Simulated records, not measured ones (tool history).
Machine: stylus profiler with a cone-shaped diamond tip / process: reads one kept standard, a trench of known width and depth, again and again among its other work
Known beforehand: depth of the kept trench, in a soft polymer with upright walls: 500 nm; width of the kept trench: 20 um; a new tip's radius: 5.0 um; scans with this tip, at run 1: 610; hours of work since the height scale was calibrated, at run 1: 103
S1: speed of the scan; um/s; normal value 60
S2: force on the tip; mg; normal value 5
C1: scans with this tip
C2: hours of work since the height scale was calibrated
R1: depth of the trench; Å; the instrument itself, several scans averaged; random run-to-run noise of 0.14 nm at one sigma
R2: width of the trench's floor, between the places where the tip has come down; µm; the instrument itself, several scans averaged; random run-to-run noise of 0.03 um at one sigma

| run | hour | S1 | S2 | C1 | C2 | R1 | R2 |
|---|---|---|---|---|---|---|---|
| 1 | 0 | 60 | 5 | 610 | 103 | 5049.1 | 15.4 |
| 2 | 11 | 60 | 5 | 645 | 109 | 5047.9 | 15.28 |
| 3 | 17.4 | 60 | 5 | 666 | 113 | 5049.4 | 15.37 |
| 4 | 26 | 60 | 5 | 693 | 117 | 5049.1 | 15.36 |
| 5 | 35.8 | 60 | 2.06 | 725 | 122 | 5028.1 | 15.2 |
| 6 | 45.4 | 60 | 2.06 | 756 | 128 | 5028.7 | 15.16 |
| 7 | 58 | 60 | 5 | 796 | 135 | 5052.1 | 15.33 |
| 8 | 64.9 | 60 | 5 | 818 | 138 | 5050 | 15.28 |
| 9 | 71.8 | 60 | 5 | 840 | 142 | 5050.8 | 15.29 |
| 10 | 79.9 | 60 | 4.2 | 866 | 146 | 5044.8 | 15.29 |
| 11 | 91.5 | 60 | 4.2 | 903 | 153 | 5046.2 | 15.28 |
| 12 | 106.1 | 57 | 2.62 | 950 | 161 | 5033.2 | 15.25 |
| 13 | 117.7 | 57 | 2.62 | 987 | 167 | 5034.1 | 15.16 |
| 14 | 126.6 | 60 | 4.23 | 1016 | 172 | 5046.1 | 15.24 |
| 15 | 140.8 | 85 | 2.92 | 1061 | 179 | 5034.7 | 15.09 |
| 16 | 156.1 | 85 | 2.92 | 1110 | 188 | 5033.9 | 15.08 |
| 17 | 171.3 | 61 | 2.82 | 1159 | 196 | 5034.9 | 15.17 |
| 18 | 179.6 | 61 | 2.82 | 1186 | 200 | 5034.9 | 15.22 |
| 19 | 189.3 | 60 | 5.4 | 1217 | 206 | 5054.8 | 15.24 |
| 20 | 200.7 | 60 | 5.4 | 1253 | 212 | 5054.9 | 15.26 |
| 21 | 214.8 | 60 | 5.4 | 1298 | 220 | 5052.8 | 15.28 |
| 22 | 228.2 | 50 | 10.94 | 1341 | 227 | 5084.7 | 15.36 |

Predict each of these 5 candidate next runs independently; none follows another, all start after run 22:
| A | 243.4 | 60 | 1.87 | 1390 | 235 | ? | ? |
| B | 243.4 | 45 | 4.39 | 1390 | 235 | ? | ? |
| C | 243.4 | 17 | 2.66 | 1390 | 235 | ? | ? |
| D | 243.4 | 26 | 8.68 | 1390 | 235 | ? | ? |
| E | 243.4 | 18 | 10.94 | 1390 | 235 | ? | ? |

| run | R1 | R2 |
|---|---|---|
| A | 5029.8 | 15.06 |
| B | 5047.1 | 15.37 |
| C | 5034.3 | 15.37 |
| D | 5073 | 15.47 |
| E | 5083.1 | 15.42 |
The same runs, with their run-to-run variation unchanged, on a tool lacking any hidden condition would have given:
| run | R1 | R2 |
|---|---|---|
| A | 5026.7 | 15.24 |
| B | 5044 | 15.55 |
| C | 5031.2 | 15.55 |
| D | 5069.9 | 15.65 |
| E | 5080 | 15.59 |
